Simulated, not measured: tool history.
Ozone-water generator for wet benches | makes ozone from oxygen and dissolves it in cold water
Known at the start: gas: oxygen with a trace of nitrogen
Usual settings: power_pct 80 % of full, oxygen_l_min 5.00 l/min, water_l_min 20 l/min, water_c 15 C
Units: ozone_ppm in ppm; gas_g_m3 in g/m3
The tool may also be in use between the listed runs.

run	hour	power_pct	oxygen_l_min	water_l_min	water_c	ozone_ppm	gas_g_m3
1	0.0	80	5.00	20	15	21.4	225.8
2	105.3	80	5.00	28	15	15.0	226.6
# hour 141.3: contactor cleaned
3	172.5	80	5.00	28	15	16.4	229.4
4	262.0	80	5.00	28	15	16.4	225.5
5	353.0	80	5.00	28	15	16.5	224.3
6	436.5	80	5.81	20	15	24.1	214.5
7	544.8	80	5.00	20	15	23.2	226.2
8	592.8	80	5.00	20	15	23.3	225.4
9	681.2	80	5.00	20	15	23.0	224.8
10	775.7	80	5.00	20	15	23.3	225.1
11	877.6	80	5.00	20	15	23.2	226.3
12	933.9	80	5.00	20	15	23.1	223.0
13	997.3	83	5.00	20	15	23.6	228.4
14	1079.3	80	5.00	21	15	21.7	225.6
15	1166.1	80	5.00	19	15	24.0	225.5
16	1217.1	80	5.00	19	15	23.9	225.4
17	1327.8	80	5.00	19	15	23.9	225.5
18	1422.7	80	5.00	19	15	23.9	222.7
19	1476.0	64	3.03	20	20	16.0	229.8
20	1555.7	64	3.03	20	20	15.9	229.4
21	1608.5	54	5.62	15	9	26.3	171.5
22	1660.5	54	5.62	15	9	26.5	170.4
23	1767.4	54	6.56	17	9	24.5	161.8
24	1876.9	86	4.28	13	13	34.3	242.7
25	1928.3	86	4.28	13	13	34.5	243.4
26	2001.7	64	4.09	23	9	17.0	208.1
27	2063.9	64	5.56	29	9	14.9	187.2
28	2145.9	64	5.56	29	9	14.5	188.1
29	2252.1	42	3.14	22	15	12.0	177.4
30	2319.8	56	5.00	27	15	13.5	181.0
31	2399.4	80	7.17	14	15	32.5	197.6
32	2513.3	66	7.17	14	15	28.8	175.8
33	2623.6	66	4.65	21	21	17.2	200.8

Measured less the same run without the tool's hidden state. The same run-to-run variation is in both; the gauge's scatter may not be:
The hidden state here: yield of the discharge, % of new electrodes'; contactor's efficiency, % of a clean one's; true water temperature over the reading, C; drift of the gauge itself on ozone_ppm, %; drift of the gauge itself on gas_g_m3, %.
run	ozone_ppm	gas_g_m3
1	-2.6	-6.1
2	-2.1	-6.4
3	-0.6	-6.6
4	-0.6	-6.8
5	-0.6	-6.9
6	-1.0	-6.9
7	-0.9	-7.4
8	-1.0	-7.6
9	-1.0	-7.8
10	-1.1	-8.0
11	-1.2	-8.2
12	-1.2	-8.4
13	-1.2	-8.9
14	-1.2	-8.8
15	-1.3	-8.9
16	-1.4	-9.1
17	-1.4	-9.4
18	-1.4	-9.4
19	-0.9	-8.6
20	-0.9	-8.8
21	-1.3	-5.9
22	-1.3	-5.9
23	-1.3	-5.8
24	-2.3	-12.0
25	-2.3	-12.2
26	-1.1	-8.9
27	-1.0	-8.1
28	-1.0	-8.2
29	-0.7	-5.9
30	-0.9	-7.6
31	-2.5	-10.6
32	-2.1	-8.5
33	-1.3	-10.0
